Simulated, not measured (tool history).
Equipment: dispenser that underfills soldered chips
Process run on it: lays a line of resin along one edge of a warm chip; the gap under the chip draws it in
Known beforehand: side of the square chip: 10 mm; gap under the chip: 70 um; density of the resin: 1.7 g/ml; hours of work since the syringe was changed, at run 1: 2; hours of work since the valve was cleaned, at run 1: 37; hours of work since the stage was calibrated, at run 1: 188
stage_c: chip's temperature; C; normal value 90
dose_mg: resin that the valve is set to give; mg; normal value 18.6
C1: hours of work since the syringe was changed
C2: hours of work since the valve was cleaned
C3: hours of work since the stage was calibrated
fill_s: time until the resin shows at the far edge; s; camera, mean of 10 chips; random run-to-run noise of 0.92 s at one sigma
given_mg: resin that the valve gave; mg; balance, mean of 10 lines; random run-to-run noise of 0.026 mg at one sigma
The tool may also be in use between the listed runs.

run 1 hour=0.0 | stage_c=90 dose_mg=18.6 | C1=2 C2=37 C3=188 | fill_s=100.2 given_mg=18.23
run 2 hour=11.9 | stage_c=90 dose_mg=18.6 | C1=9 C2=45 C3=195 | fill_s=186.8 given_mg=18.13
-- hour=15.8 dispensing valve cleaned and set on the balance
-- hour=18.3 new syringe of resin
run 3 hour=25.1 | stage_c=90 dose_mg=21.6 | C1=4 C2=6 C3=202 | fill_s=118.5 given_mg=21.61
run 4 hour=35.3 | stage_c=90 dose_mg=21.6 | C1=10 C2=12 C3=209 | fill_s=198.8 given_mg=21.51
-- hour=39.0 new syringe of resin
run 5 hour=44.6 | stage_c=90 dose_mg=21.6 | C1=3 C2=17 C3=214 | fill_s=114.1 given_mg=21.48
run 6 hour=55.1 | stage_c=90 dose_mg=21.6 | C1=10 C2=24 C3=220 | fill_s=196.3 given_mg=21.41
-- hour=58.8 new syringe of resin
run 7 hour=60.7 | stage_c=90 dose_mg=18.7 | C1=1 C2=27 C3=224 | fill_s=93.9 given_mg=18.53
run 8 hour=71.1 | stage_c=90 dose_mg=18.7 | C1=8 C2=33 C3=230 | fill_s=159.9 given_mg=18.43
-- hour=78.9 new syringe of resin
run 9 hour=79.4 | stage_c=85 dose_mg=18.1 | C1=0 C2=38 C3=235 | fill_s=109.7 given_mg=17.77
run 10 hour=89.4 | stage_c=85 dose_mg=18.1 | C1=6 C2=44 C3=241 | fill_s=187.7 given_mg=17.74
-- hour=93.9 dispensing valve cleaned and set on the balance
-- hour=100.0 new syringe of resin
run 11 hour=100.0 | stage_c=99 dose_mg=19.2 | C1=0 C2=4 C3=247 | fill_s=57.7 given_mg=19.14
run 12 hour=107.1 | stage_c=97 dose_mg=16.0 | C1=4 C2=8 C3=251 | fill_s=95.4 given_mg=15.96
run 13 hour=113.9 | stage_c=97 dose_mg=16.0 | C1=9 C2=12 C3=255 | fill_s=133.5 given_mg=15.87
-- hour=119.7 new syringe of resin
run 14 hour=124.5 | stage_c=81 dose_mg=18.0 | C1=3 C2=18 C3=262 | fill_s=163.2 given_mg=17.83
run 15 hour=136.4 | stage_c=81 dose_mg=18.0 | C1=10 C2=26 C3=269 | fill_s=300.2 given_mg=17.78
-- hour=139.7 new syringe of resin
run 16 hour=148.8 | stage_c=81 dose_mg=18.0 | C1=6 C2=33 C3=276 | fill_s=206.5 given_mg=17.72

Some steps in fill_s between neighbouring runs. How much of each would the tool show without its hidden state too (settings, what came in, random variation), and how much is left for the hidden state, with any gauge scatter that isn't in both results?
The tool's hidden condition here consists of: resin's viscosity, % of fresh resin's; dose that the valve gives, % of what is set; true chip temperature over the reading, C; drift of the gauge itself on fill_s, %; drift of the gauge itself on given_mg, %.
Run 14 -> 15: nothing adjusted, nothing logged. fill_s +137.0 s: hidden state +137.1, all else -0.1.

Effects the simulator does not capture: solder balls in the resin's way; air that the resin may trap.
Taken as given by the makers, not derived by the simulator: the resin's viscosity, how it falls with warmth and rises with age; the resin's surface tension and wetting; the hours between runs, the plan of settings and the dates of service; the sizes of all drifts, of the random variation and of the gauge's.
